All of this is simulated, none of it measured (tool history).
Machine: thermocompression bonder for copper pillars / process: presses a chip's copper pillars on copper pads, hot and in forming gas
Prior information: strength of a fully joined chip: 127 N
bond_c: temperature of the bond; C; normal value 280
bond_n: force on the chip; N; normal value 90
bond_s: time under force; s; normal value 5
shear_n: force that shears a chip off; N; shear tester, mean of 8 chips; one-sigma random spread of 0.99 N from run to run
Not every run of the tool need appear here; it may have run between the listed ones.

| run | hour | bond_c | bond_n | bond_s | shear_n |
|---|---|---|---|---|---|
| 1 | 0.0 | 280 | 90 | 5 | 80.8 |
| 2 | 77.1 | 280 | 90 | 5 | 82.6 |
| 3 | 118.7 | 280 | 90 | 5 | 79.0 |
| 4 | 174.4 | 280 | 103 | 5 | 84.2 |
| 5 | 222.1 | 280 | 103 | 5 | 82.7 |
| 6 | 288.4 | 280 | 103 | 5 | 82.1 |
| 7 | 345.8 | 280 | 90 | 5 | 76.4 |
| 8 | 383.6 | 280 | 90 | 5 | 76.1 |
| 9 | 440.1 | 280 | 90 | 5 | 76.8 |
|  | 468.1 | forming gas filter changed |
| 10 | 497.3 | 280 | 90 | 5 | 80.2 |
| 11 | 571.8 | 280 | 90 | 5 | 77.9 |
| 12 | 620.1 | 280 | 90 | 5 | 78.4 |
| 13 | 700.5 | 280 | 90 | 4 | 72.2 |
| 14 | 769.6 | 280 | 90 | 4 | 69.5 |
| 15 | 809.4 | 280 | 90 | 4 | 70.4 |
| 16 | 869.8 | 254 | 90 | 5 | 49.3 |
| 17 | 914.3 | 254 | 90 | 5 | 48.3 |
|  | 956.3 | forming gas filter changed |
| 18 | 956.3 | 280 | 58 | 5 | 68.3 |
| 19 | 1010.3 | 280 | 90 | 5 | 77.6 |
| 20 | 1067.7 | 280 | 70 | 7 | 76.3 |
| 21 | 1123.8 | 280 | 93 | 8 | 86.3 |
| 22 | 1207.4 | 280 | 93 | 5 | 74.8 |
| 23 | 1296.2 | 306 | 117 | 4 | 99.0 |
| 24 | 1382.7 | 280 | 124 | 3 | 69.4 |
|  | 1442.9 | forming gas filter changed |
| 25 | 1442.9 | 256 | 70 | 12 | 63.9 |
| 26 | 1492.8 | 280 | 61 | 14 | 88.9 |
| 27 | 1558.2 | 280 | 61 | 14 | 87.2 |
| 28 | 1647.4 | 305 | 89 | 5 | 94.8 |
| 29 | 1699.5 | 286 | 121 | 4 | 79.6 |
|  | 1736.5 | heater calibrated with a thermocouple chip |
| 30 | 1790.3 | 306 | 94 | 5 | 104.0 |
| 31 | 1843.7 | 255 | 87 | 8 | 65.2 |
| 32 | 1922.6 | 266 | 78 | 14 | 85.7 |
|  | 1928.6 | forming gas filter changed |
| 33 | 2004.2 | 280 | 104 | 10 | 104.0 |
| 34 | 2075.6 | 260 | 90 | 4 | 59.7 |
| 35 | 2126.7 | 272 | 91 | 5 | 76.1 |
| 36 | 2210.3 | 280 | 90 | 3 | 70.3 |
| 37 | 2262.6 | 275 | 90 | 11 | 93.8 |
| 38 | 2301.9 | 280 | 131 | 14 | 108.8 |

Had the tool no unlogged condition, and each run kept its random variation, what would the results have been?
What the log doesn't record here: true temperature of the bond over the reading, C; force that reaches the chip, % of what is set; oxide that the forming gas leaves, % of the face; drift of the gauge itself on shear_n, %.
| run | shear_n |
|---|---|
| 1 | 83.6 |
| 2 | 86.8 |
| 3 | 83.7 |
| 4 | 90.0 |
| 5 | 89.3 |
| 6 | 89.8 |
| 7 | 84.9 |
| 8 | 85.3 |
| 9 | 87.0 |
| 10 | 85.7 |
| 11 | 84.5 |
| 12 | 85.7 |
| 13 | 80.8 |
| 14 | 78.9 |
| 15 | 80.5 |
| 16 | 59.0 |
| 17 | 58.3 |
| 18 | 75.5 |
| 19 | 85.6 |
| 20 | 85.0 |
| 21 | 95.9 |
| 22 | 85.8 |
| 23 | 110.5 |
| 24 | 82.9 |
| 25 | 74.0 |
| 26 | 99.0 |
| 27 | 98.5 |
| 28 | 106.0 |
| 29 | 92.8 |
| 30 | 108.6 |
| 31 | 67.8 |
| 32 | 91.2 |
| 33 | 104.5 |
| 34 | 60.5 |
| 35 | 78.0 |
| 36 | 73.3 |
| 37 | 98.9 |
| 38 | 115.6 |

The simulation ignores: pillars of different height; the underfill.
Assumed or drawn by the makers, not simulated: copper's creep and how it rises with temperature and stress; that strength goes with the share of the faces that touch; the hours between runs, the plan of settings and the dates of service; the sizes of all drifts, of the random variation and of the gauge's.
